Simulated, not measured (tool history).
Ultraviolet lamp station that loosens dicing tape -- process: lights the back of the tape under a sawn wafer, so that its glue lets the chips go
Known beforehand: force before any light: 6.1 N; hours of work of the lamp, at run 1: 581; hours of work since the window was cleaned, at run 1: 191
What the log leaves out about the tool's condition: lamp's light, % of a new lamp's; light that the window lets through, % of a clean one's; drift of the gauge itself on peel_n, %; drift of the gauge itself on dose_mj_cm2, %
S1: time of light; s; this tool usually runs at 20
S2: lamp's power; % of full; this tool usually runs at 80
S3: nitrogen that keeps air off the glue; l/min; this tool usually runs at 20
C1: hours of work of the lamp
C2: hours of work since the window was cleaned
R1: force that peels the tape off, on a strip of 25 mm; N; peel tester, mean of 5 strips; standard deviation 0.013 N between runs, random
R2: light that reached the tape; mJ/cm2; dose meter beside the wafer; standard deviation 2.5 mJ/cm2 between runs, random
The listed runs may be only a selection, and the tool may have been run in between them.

{"run": 1, "hour": 0.0, "S1": 20, "S2": 80, "S3": 20, "C1": 581, "C2": 191, "R1": 0.593, "R2": 312}
{"run": 2, "hour": 27.6, "S1": 20, "S2": 98, "S3": 20, "C1": 594, "C2": 204, "R1": 0.421, "R2": 380}
{"run": 3, "hour": 69.8, "S1": 20, "S2": 98, "S3": 20, "C1": 614, "C2": 224, "R1": 0.414, "R2": 382}
{"run": 4, "hour": 100.7, "S1": 20, "S2": 80, "S3": 20, "C1": 629, "C2": 239, "R1": 0.602, "R2": 309}
{"run": 5, "hour": 135.8, "S1": 20, "S2": 80, "S3": 20, "C1": 645, "C2": 256, "R1": 0.6, "R2": 309}
{"run": 6, "hour": 178.3, "S1": 20, "S2": 80, "S3": 20, "C1": 665, "C2": 276, "R1": 0.584, "R2": 309}
{"hour": 187.2, "done": "lamp changed"}
{"run": 7, "hour": 207.7, "S1": 20, "S2": 80, "S3": 20, "C1": 10, "C2": 289, "R1": 0.591, "R2": 312}
{"run": 8, "hour": 228.8, "S1": 11, "S2": 61, "S3": 20, "C1": 20, "C2": 299, "R1": 2.005, "R2": 131}
{"run": 9, "hour": 256.2, "S1": 11, "S2": 61, "S3": 20, "C1": 33, "C2": 312, "R1": 2.058, "R2": 135}
{"run": 10, "hour": 292.8, "S1": 11, "S2": 61, "S3": 20, "C1": 50, "C2": 330, "R1": 2.04, "R2": 130}
{"run": 11, "hour": 317.2, "S1": 11, "S2": 61, "S3": 20, "C1": 62, "C2": 341, "R1": 2.112, "R2": 128}
{"hour": 325.8, "done": "window cleaned of glue's vapour"}
{"run": 12, "hour": 356.9, "S1": 36, "S2": 93, "S3": 19, "C1": 80, "C2": 15, "R1": 0.235, "R2": 647}
{"run": 13, "hour": 398.0, "S1": 36, "S2": 93, "S3": 19, "C1": 100, "C2": 34, "R1": 0.23, "R2": 659}
{"run": 14, "hour": 419.7, "S1": 20, "S2": 66, "S3": 20, "C1": 110, "C2": 45, "R1": 0.796, "R2": 260}

Predict each of these 4 candidate next runs independently; none follows another, all start after run 14:
{"run": "A", "hour": 453.3, "S1": 31, "S2": 80, "S3": 20, "C1": 126, "C2": 60, "R1": "?", "R2": "?"}
{"run": "B", "hour": 453.3, "S1": 18, "S2": 93, "S3": 13, "C1": 126, "C2": 60, "R1": "?", "R2": "?"}
{"run": "C", "hour": 453.3, "S1": 20, "S2": 99, "S3": 15, "C1": 126, "C2": 60, "R1": "?", "R2": "?"}
{"run": "D", "hour": 453.3, "S1": 31, "S2": 66, "S3": 16, "C1": 126, "C2": 60, "R1": "?", "R2": "?"}

run=A R1=0.303 R2=483
run=B R1=0.715 R2=321
run=C R1=0.47 R2=383
run=D R1=0.457 R2=408
Without the tool's hidden state the same runs would have given:
run=A R1=0.303 R2=483
run=B R1=0.715 R2=321
run=C R1=0.47 R2=383
run=D R1=0.456 R2=409

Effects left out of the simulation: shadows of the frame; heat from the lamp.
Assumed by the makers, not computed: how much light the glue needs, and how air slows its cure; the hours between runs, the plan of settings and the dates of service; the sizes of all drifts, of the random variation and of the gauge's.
